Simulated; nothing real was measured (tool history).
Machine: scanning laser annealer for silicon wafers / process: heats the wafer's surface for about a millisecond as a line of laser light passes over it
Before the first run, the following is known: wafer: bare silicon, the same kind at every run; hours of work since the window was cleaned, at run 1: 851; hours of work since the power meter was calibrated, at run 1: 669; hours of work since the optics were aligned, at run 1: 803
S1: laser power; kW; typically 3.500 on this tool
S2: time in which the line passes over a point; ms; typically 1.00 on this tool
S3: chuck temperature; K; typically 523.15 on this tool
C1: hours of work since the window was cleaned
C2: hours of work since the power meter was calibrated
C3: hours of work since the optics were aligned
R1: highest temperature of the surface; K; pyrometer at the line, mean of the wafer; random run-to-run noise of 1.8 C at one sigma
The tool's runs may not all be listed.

run 1 hour=0.0 | S1=3.500 S2=1.00 S3=523.15 | C1=851 C2=669 C3=803 | R1=1184.15
run 2 hour=31.0 | S1=3.500 S2=1.00 S3=523.15 | C1=868 C2=685 C3=820 | R1=1187.15
run 3 hour=58.2 | S1=3.500 S2=1.00 S3=523.15 | C1=883 C2=700 C3=835 | R1=1187.15
run 4 hour=72.8 | S1=3.500 S2=1.00 S3=559.15 | C1=891 C2=708 C3=843 | R1=1223.15
run 5 hour=103.9 | S1=3.500 S2=1.00 S3=527.15 | C1=908 C2=725 C3=859 | R1=1189.15
-- hour=114.7 window over the wafer cleaned
run 6 hour=123.1 | S1=3.832 S2=1.00 S3=523.15 | C1=5 C2=734 C3=869 | R1=1283.15
run 7 hour=150.5 | S1=3.500 S2=1.00 S3=523.15 | C1=19 C2=749 C3=884 | R1=1219.15
run 8 hour=168.0 | S1=3.500 S2=1.00 S3=523.15 | C1=29 C2=759 C3=893 | R1=1215.15
run 9 hour=188.9 | S1=3.500 S2=1.00 S3=523.15 | C1=40 C2=770 C3=904 | R1=1211.15
run 10 hour=218.3 | S1=3.500 S2=1.00 S3=523.15 | C1=56 C2=786 C3=920 | R1=1213.15
run 11 hour=243.8 | S1=3.500 S2=1.00 S3=523.15 | C1=70 C2=800 C3=934 | R1=1211.15
run 12 hour=269.9 | S1=3.603 S2=1.00 S3=523.15 | C1=84 C2=814 C3=948 | R1=1233.15
run 13 hour=287.2 | S1=3.603 S2=1.00 S3=523.15 | C1=94 C2=823 C3=958 | R1=1237.15
run 14 hour=313.7 | S1=3.650 S2=1.00 S3=523.15 | C1=108 C2=838 C3=972 | R1=1239.15
run 15 hour=341.2 | S1=3.500 S2=1.00 S3=483.15 | C1=123 C2=852 C3=987 | R1=1170.15
run 16 hour=364.0 | S1=3.500 S2=1.00 S3=523.15 | C1=135 C2=865 C3=999 | R1=1209.15
run 17 hour=392.3 | S1=3.500 S2=1.00 S3=523.15 | C1=151 C2=880 C3=1015 | R1=1209.15
run 18 hour=416.1 | S1=3.500 S2=1.00 S3=523.15 | C1=163 C2=893 C3=1028 | R1=1210.15
run 19 hour=437.2 | S1=3.500 S2=1.00 S3=485.15 | C1=175 C2=905 C3=1039 | R1=1168.15
run 20 hour=458.7 | S1=3.500 S2=1.00 S3=485.15 | C1=187 C2=916 C3=1051 | R1=1169.15
run 21 hour=487.9 | S1=3.500 S2=1.00 S3=485.15 | C1=202 C2=932 C3=1067 | R1=1168.15
run 22 hour=517.3 | S1=3.500 S2=1.00 S3=554.15 | C1=218 C2=948 C3=1083 | R1=1236.15
run 23 hour=543.6 | S1=3.500 S2=1.00 S3=554.15 | C1=233 C2=962 C3=1097 | R1=1238.15
run 24 hour=558.1 | S1=3.158 S2=1.13 S3=554.15 | C1=240 C2=970 C3=1105 | R1=1199.15
run 25 hour=576.2 | S1=3.345 S2=0.78 S3=523.15 | C1=250 C2=980 C3=1114 | R1=1110.15
run 26 hour=592.2 | S1=3.215 S2=1.00 S3=536.15 | C1=259 C2=989 C3=1123 | R1=1163.15
run 27 hour=623.3 | S1=3.215 S2=1.00 S3=536.15 | C1=276 C2=1005 C3=1140 | R1=1157.15
run 28 hour=651.0 | S1=3.834 S2=0.89 S3=515.15 | C1=291 C2=1020 C3=1155 | R1=1224.15
run 29 hour=666.5 | S1=3.244 S2=0.83 S3=524.15 | C1=299 C2=1029 C3=1163 | R1=1105.15
run 30 hour=681.2 | S1=3.748 S2=0.98 S3=523.15 | C1=307 C2=1037 C3=1171 | R1=1247.15
run 31 hour=702.2 | S1=3.500 S2=1.04 S3=498.15 | C1=319 C2=1048 C3=1183 | R1=1188.15
run 32 hour=729.8 | S1=2.989 S2=0.87 S3=545.15 | C1=334 C2=1063 C3=1198 | R1=1086.15
run 33 hour=744.5 | S1=3.164 S2=1.15 S3=489.15 | C1=342 C2=1071 C3=1206 | R1=1135.15
run 34 hour=757.9 | S1=3.164 S2=1.15 S3=489.15 | C1=349 C2=1078 C3=1213 | R1=1132.15
run 35 hour=785.0 | S1=3.097 S2=0.88 S3=551.15 | C1=364 C2=1093 C3=1228 | R1=1115.15
run 36 hour=806.4 | S1=3.084 S2=1.00 S3=504.15 | C1=375 C2=1105 C3=1239 | R1=1095.15
run 37 hour=820.3 | S1=3.084 S2=1.00 S3=504.15 | C1=383 C2=1112 C3=1247 | R1=1094.15
run 38 hour=849.5 | S1=3.571 S2=1.00 S3=556.15 | C1=399 C2=1128 C3=1263 | R1=1243.15
run 39 hour=880.9 | S1=3.500 S2=1.09 S3=523.15 | C1=416 C2=1145 C3=1280 | R1=1219.15
run 40 hour=899.8 | S1=3.524 S2=1.09 S3=556.15 | C1=426 C2=1155 C3=1290 | R1=1258.15

Below are 5 alternative next runs, each starting from the tool's condition after run 40. Predict each:
run A hour=922.4 | S1=3.294 S2=0.89 S3=486.15 | C1=438 C2=1168 C3=1302 | R1=?
run B hour=922.4 | S1=3.500 S2=0.94 S3=521.15 | C1=438 C2=1168 C3=1302 | R1=?
run C hour=922.4 | S1=3.500 S2=1.00 S3=497.15 | C1=438 C2=1168 C3=1302 | R1=?
run D hour=922.4 | S1=3.500 S2=0.99 S3=523.15 | C1=438 C2=1168 C3=1302 | R1=?
run E hour=922.4 | S1=3.284 S2=1.09 S3=501.15 | C1=438 C2=1168 C3=1302 | R1=?

run=A R1=1083.15
run=B R1=1175.15
run=C R1=1169.15
run=D R1=1194.15
run=E R1=1153.15
Without the tool's unlogged condition, the same runs would have read:
run=A R1=1112.15
run=B R1=1207.15
run=C R1=1202.15
run=D R1=1226.15
run=E R1=1184.15
